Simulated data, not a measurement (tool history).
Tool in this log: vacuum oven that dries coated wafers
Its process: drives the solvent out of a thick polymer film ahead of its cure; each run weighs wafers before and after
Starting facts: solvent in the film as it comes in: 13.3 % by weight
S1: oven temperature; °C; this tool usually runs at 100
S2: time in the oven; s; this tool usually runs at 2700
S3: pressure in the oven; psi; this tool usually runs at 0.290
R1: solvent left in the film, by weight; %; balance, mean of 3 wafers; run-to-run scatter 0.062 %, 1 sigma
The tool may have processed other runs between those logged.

{"run": 1, "hour": 0.0, "S1": 100, "S2": 2700, "S3": 0.29, "R1": 3.75}
{"run": 2, "hour": 39.6, "S1": 100, "S2": 2700, "S3": 0.29, "R1": 3.75}
{"run": 3, "hour": 87.8, "S1": 100, "S2": 2700, "S3": 0.29, "R1": 3.8}
{"run": 4, "hour": 123.7, "S1": 100, "S2": 2700, "S3": 0.29, "R1": 3.82}
{"run": 5, "hour": 144.7, "S1": 100, "S2": 2700, "S3": 0.29, "R1": 3.77}
{"run": 6, "hour": 168.6, "S1": 100, "S2": 2700, "S3": 0.29, "R1": 3.83}
{"run": 7, "hour": 206.3, "S1": 100, "S2": 2700, "S3": 0.542, "R1": 6.45}
{"run": 8, "hour": 230.3, "S1": 100, "S2": 2700, "S3": 0.29, "R1": 3.74}
{"hour": 239.9, "done": "oven's thermocouples calibrated"}
{"run": 9, "hour": 259.0, "S1": 100, "S2": 2700, "S3": 0.29, "R1": 4.13}
{"run": 10, "hour": 299.1, "S1": 100, "S2": 2700, "S3": 0.29, "R1": 4.04}
{"run": 11, "hour": 336.1, "S1": 100, "S2": 2700, "S3": 0.29, "R1": 4.09}
{"run": 12, "hour": 371.5, "S1": 100, "S2": 2700, "S3": 0.29, "R1": 3.91}
{"run": 13, "hour": 401.9, "S1": 100, "S2": 2700, "S3": 0.29, "R1": 4.2}
{"run": 14, "hour": 424.6, "S1": 100, "S2": 2700, "S3": 0.29, "R1": 4.14}
{"run": 15, "hour": 458.4, "S1": 100, "S2": 2700, "S3": 0.29, "R1": 4.06}
{"run": 16, "hour": 509.9, "S1": 114, "S2": 2700, "S3": 0.29, "R1": 2.34}
{"run": 17, "hour": 539.5, "S1": 100, "S2": 2700, "S3": 0.276, "R1": 3.83}
{"run": 18, "hour": 581.1, "S1": 100, "S2": 2700, "S3": 0.6, "R1": 7.57}
{"run": 19, "hour": 625.5, "S1": 100, "S2": 2700, "S3": 0.29, "R1": 4.09}
{"run": 20, "hour": 658.2, "S1": 90, "S2": 2700, "S3": 0.29, "R1": 6.48}
{"run": 21, "hour": 687.5, "S1": 100, "S2": 2700, "S3": 0.29, "R1": 4.01}
{"run": 22, "hour": 726.0, "S1": 100, "S2": 2700, "S3": 0.29, "R1": 4.17}
{"run": 23, "hour": 752.3, "S1": 97, "S2": 3120, "S3": 0.254, "R1": 4.11}
{"run": 24, "hour": 785.8, "S1": 111, "S2": 2520, "S3": 0.901, "R1": 7.34}
{"run": 25, "hour": 809.1, "S1": 91, "S2": 3000, "S3": 0.658, "R1": 11.08}

Estimate the outcome of run 26 from the log above:
{"run": 26, "hour": 847.6, "S1": 100, "S2": 2700, "S3": 0.161, "R1": "?"}

{"run 26": {"R1": 2.52}}
Take away the tool's hidden state, keep the run-to-run variation as it was, and the same run would have given R1 2.16 %.
